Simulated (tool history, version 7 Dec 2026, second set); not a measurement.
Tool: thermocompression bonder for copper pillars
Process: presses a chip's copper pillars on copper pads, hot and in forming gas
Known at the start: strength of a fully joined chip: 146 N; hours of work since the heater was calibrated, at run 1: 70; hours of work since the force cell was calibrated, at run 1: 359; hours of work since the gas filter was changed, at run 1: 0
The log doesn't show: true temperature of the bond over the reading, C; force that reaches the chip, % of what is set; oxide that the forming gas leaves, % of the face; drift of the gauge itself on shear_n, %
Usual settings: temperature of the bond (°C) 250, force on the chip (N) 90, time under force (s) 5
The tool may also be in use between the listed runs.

run	hour	temperature of the bond (°C)	force on the chip (N)	time under force (s)	hours of work since the heater was calibrated	hours of work since the force cell was calibrated	hours of work since the gas filter was changed	force that shears a chip off (N)
1	0.0	250	90	5	70	359	0	83.1
2	19.1	250	90	5	85	373	15	84.3
3	36.3	235	90	5	98	387	28	69.7
4	63.6	250	57	5	119	408	49	55.2
5	79.5	250	57	5	131	420	61	56.3
6	109.9	250	57	5	155	443	85	55.7
7	131.1	250	57	5	171	460	101	55.5
8	153.2	261	90	5	188	477	118	93.8
9	179.6	250	90	5	208	497	138	83.1
10	201.1	244	90	5	225	513	155	77.2
11	216.9	250	120	5	237	526	167	100.1
12	244.2	250	87	5	258	547	188	80.6
13	257.5	250	87	5	268	557	198	78.2
14	275.5	250	87	5	282	571	212	79.2
15	297.7	250	90	5	299	588	229	80.4
16	316.0	250	90	7	313	602	243	91.9
17	337.2	250	90	7	330	618	259	89.6
18	360.7	250	90	11	348	636	277	101.1
19	375.2	250	90	5	359	647	288	81.3
20	388.2	250	90	5	369	657	298	81.1
21	416.9	223	107	15	391	679	321	93.1
22	432.2	223	107	15	403	691	332	93.8
# hour 437.0: heater calibrated with a thermocouple chip
23	450.2	226	89	5	10	703	345	59.9
24	467.9	226	89	5	24	717	358	60.0
25	484.0	226	87	4	36	729	371	55.4
26	497.0	226	87	4	46	739	381	55.1
# hour 509.7: forming gas filter changed
27	516.4	267	91	3	61	754	5	94.8
28	542.2	267	81	5	80	774	25	101.7
29	560.0	267	132	7	94	787	39	130.8
30	573.6	267	132	7	105	798	49	131.3
# hour 597.3: heater calibrated with a thermocouple chip, once more
31	602.8	250	90	3	4	819	70	69.2
32	622.9	258	90	6	20	834	85	92.9

Run 33 comes next. What will it give?
33	643.2	260	90	10	35	850	101	?

force that shears a chip off (N): 108.1
Without the tool's hidden state the same run would have given force that shears a chip off (N) 109.3.

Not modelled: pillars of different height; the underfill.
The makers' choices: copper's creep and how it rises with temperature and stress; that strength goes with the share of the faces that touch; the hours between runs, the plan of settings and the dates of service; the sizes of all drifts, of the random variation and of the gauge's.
